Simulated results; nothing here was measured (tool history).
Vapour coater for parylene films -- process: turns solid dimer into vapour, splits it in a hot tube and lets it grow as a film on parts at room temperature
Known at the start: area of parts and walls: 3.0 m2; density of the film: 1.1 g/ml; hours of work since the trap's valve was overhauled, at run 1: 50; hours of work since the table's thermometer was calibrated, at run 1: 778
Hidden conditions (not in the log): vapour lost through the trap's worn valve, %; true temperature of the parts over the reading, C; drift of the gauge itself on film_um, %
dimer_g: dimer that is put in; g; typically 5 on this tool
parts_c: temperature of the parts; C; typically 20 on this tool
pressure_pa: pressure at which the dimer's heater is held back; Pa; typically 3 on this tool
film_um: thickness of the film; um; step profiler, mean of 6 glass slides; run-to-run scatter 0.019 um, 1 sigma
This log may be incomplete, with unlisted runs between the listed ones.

run   hour  dimer_g  parts_c  pressure_pa  hours of work since the trap's valve was overhauled  hours of work since the table's thermometer was calibrated  film_um
  1      0        5       20            3                                                   50                                                         778     0.91
  2   14.8        5       20         6.31                                                   62                                                         790     0.79
  3     28        5       20         6.31                                                   73                                                         802     0.79
  4   39.4        5       20         6.31                                                   83                                                         811     0.77
  5   60.6        5       20         6.31                                                  101                                                         829     0.75
  6   83.2        5       20         6.31                                                  120                                                         848      0.8
  7  104.5        5       20         6.31                                                  138                                                         866     0.75
  8    124        5       20         6.31                                                  155                                                         883     0.74
  9  139.8        5       20         8.76                                                  168                                                         896     0.68
 10  150.6        5       20         8.76                                                  177                                                         905     0.69
 11    161        5       20         8.76                                                  186                                                         914     0.68
 12  175.6        5       20         8.76                                                  198                                                         927     0.67
 13  188.8        5       20         8.76                                                  210                                                         938     0.73
     194.8  -- trap's valve overhauled
 14  203.9        5       20         5.18                                                    8                                                         947     0.78
 15  217.6        5       20            3                                                   19                                                         959     0.88
 16  237.7        5       20            3                                                   36                                                         976     0.88
 17  255.6        5       20            3                                                   51                                                         991     0.91
     267.1  -- trap's valve overhauled, once more
 18    269        5       20            3                                                    2                                                         999     0.97
 19    283        5       20            3                                                   13                                                        1011      0.9
 20  302.5        6       20            3                                                   30                                                        1027      1.1
 21  317.5        5       21         5.97                                                   43                                                        1040      0.7
 22    340        5       26            3                                                   62                                                        1059     0.72
 23  359.2        9       20         3.12                                                   78                                                        1075     1.62
 24  376.7        9       20            3                                                   93                                                        1090     1.61
     382.3  -- table's thermometer calibrated
 25  393.6        9       15         6.11                                                  106                                                          10     1.68
 26  405.5        9       15         6.11                                                  116                                                          20     1.71
 27  428.3        5       28         6.87                                                  136                                                          39     0.56
 28  451.6        5       28         6.87                                                  155                                                          59     0.56
 29  474.1        5       28         6.87                                                  174                                                          78     0.56
 30  495.4        5       28         3.16                                                  192                                                          96     0.69
 31  509.9        3       31         7.09                                                  205                                                         108      0.3
 32  529.5        5       20         5.12                                                  221                                                         125     0.78
 33  543.5        5       20         5.12                                                  233                                                         136     0.81
 34  566.4        8       13            3                                                  253                                                         156     1.92
 35  577.9        2       20         2.36                                                  262                                                         166     0.39
 36  599.5        3       20         2.56                                                  281                                                         184      0.6
 37  620.2        3       15        10.58                                                  298                                                         201     0.49
 38  638.5        3       15        10.58                                                  314                                                         217     0.46
 39  658.7        7       16            3                                                  331                                                         234     1.48

Here are 5 independent what-if runs from the current tool condition. What would each one return?
  A  681.5        9       19        11.74                                                  350                                                         253        ?
  B  681.5        2       26         2.09                                                  350                                                         253        ?
  C  681.5        5       20         2.09                                                  350                                                         253        ?
  D  681.5        2       13         9.95                                                  350                                                         253        ?
  E  681.5        4       25         5.37                                                  350                                                         253        ?

run  film_um
  A     1.23
  B     0.31
  C     0.99
  D     0.36
  E     0.51
What these runs would have given with no unlogged condition in the tool:
run  film_um
  A     1.32
  B     0.33
  C     1.07
  D     0.39
  E     0.55
